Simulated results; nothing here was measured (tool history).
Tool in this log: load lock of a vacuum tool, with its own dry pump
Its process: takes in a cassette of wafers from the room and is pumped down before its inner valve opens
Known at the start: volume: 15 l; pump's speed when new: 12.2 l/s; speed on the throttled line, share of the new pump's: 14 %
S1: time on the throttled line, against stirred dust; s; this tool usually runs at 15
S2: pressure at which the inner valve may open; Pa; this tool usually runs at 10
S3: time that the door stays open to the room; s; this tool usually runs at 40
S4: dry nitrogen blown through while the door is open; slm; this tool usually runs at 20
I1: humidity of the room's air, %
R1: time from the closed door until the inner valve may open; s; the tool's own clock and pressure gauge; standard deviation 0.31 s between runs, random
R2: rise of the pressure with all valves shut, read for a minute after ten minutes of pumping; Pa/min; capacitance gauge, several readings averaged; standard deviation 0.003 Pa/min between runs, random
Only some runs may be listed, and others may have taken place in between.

run	hour	S1	S2	S3	S4	I1	R1	R2
1	0.0	15	10	40	20	46.3	26.4	0.140
2	305.0	20	10	40	20	46.4	29.1	0.142
3	523.5	15	10	60	20	41.7	25.9	0.146
4	779.3	15	10	60	20	46.1	25.9	0.156
5	948.5	15	10	123	20	46.5	25.5	0.174
6	1117.7	15	10	123	20	43.5	25.6	0.172
7	1380.8	15	10	86	20	43.9	25.6	0.161
8	1630.3	15	10	40	20	42.8	25.6	0.158
9	1921.5	15	10	111	20	42.6	26.0	0.181
10	2136.5	15	10	111	20	44.1	25.9	0.182
11	2409.7	15	10	111	20	46.5	26.0	0.190
12	2737.5	15	10	111	20	45.2	26.2	0.202
13	2894.3	15	10	111	20	45.2	26.4	0.197
14	3029.1	15	10	40	20	49.5	26.7	0.184
15	3209.3	15	10	30	20	46.0	26.7	0.175
16	3535.8	15	10	40	20	41.6	25.8	0.184
17	3864.3	15	10	40	20	48.4	26.4	0.198
18	4123.5	15	10	40	20	46.4	26.9	0.197
19	4404.5	15	10	40	20	44.2	26.2	0.210
20	4550.1	29	14	98	15	44.2	37.0	0.229
21	4834.0	29	14	134	12	45.9	36.8	0.258
22	4991.7	29	14	134	12	44.6	37.7	0.250
23	5243.5	29	14	134	12	48.7	36.9	0.264
24	5414.5	29	14	134	12	49.6	37.8	0.263
25	5648.2	8	11	239	11	45.7	20.8	0.298
26	5892.9	8	7	239	5	46.4	21.5	0.331
27	6208.7	12	10	56	5	49.1	24.5	0.278
28	6422.8	15	10	40	20	46.5	26.9	0.238
29	6751.5	15	11	116	20	44.6	26.3	0.268
30	6963.2	15	18	236	20	46.7	26.1	0.298
31	7286.3	13	11	100	20	41.4	24.8	0.274
32	7536.3	25	10	181	20	47.5	34.8	0.305
# hour 7706.5: dry pump taken out, an overhauled one fitted
33	7795.7	25	10	181	20	48.0	33.0	0.307
34	8067.9	15	10	96	43	45.8	24.0	0.272
35	8255.9	19	12	45	21	44.9	27.6	0.280
36	8477.6	26	15	135	11	44.2	32.8	0.323
37	8767.6	16	11	108	12	44.4	25.3	0.317

Here are 3 independent what-if runs from the current tool condition. What would each one return?
A	9024.4	15	15	56	20	47.2	?	?
B	9024.4	13	10	108	20	45.5	?	?
C	9024.4	16	11	108	10	46.4	?	?

run	R1	R2
A	24.2	0.301
B	22.9	0.310
C	25.0	0.324
Without the tool's unlogged condition, the same runs would have read:
run	R1	R2
A	24.0	0.047
B	22.7	0.060
C	24.8	0.076

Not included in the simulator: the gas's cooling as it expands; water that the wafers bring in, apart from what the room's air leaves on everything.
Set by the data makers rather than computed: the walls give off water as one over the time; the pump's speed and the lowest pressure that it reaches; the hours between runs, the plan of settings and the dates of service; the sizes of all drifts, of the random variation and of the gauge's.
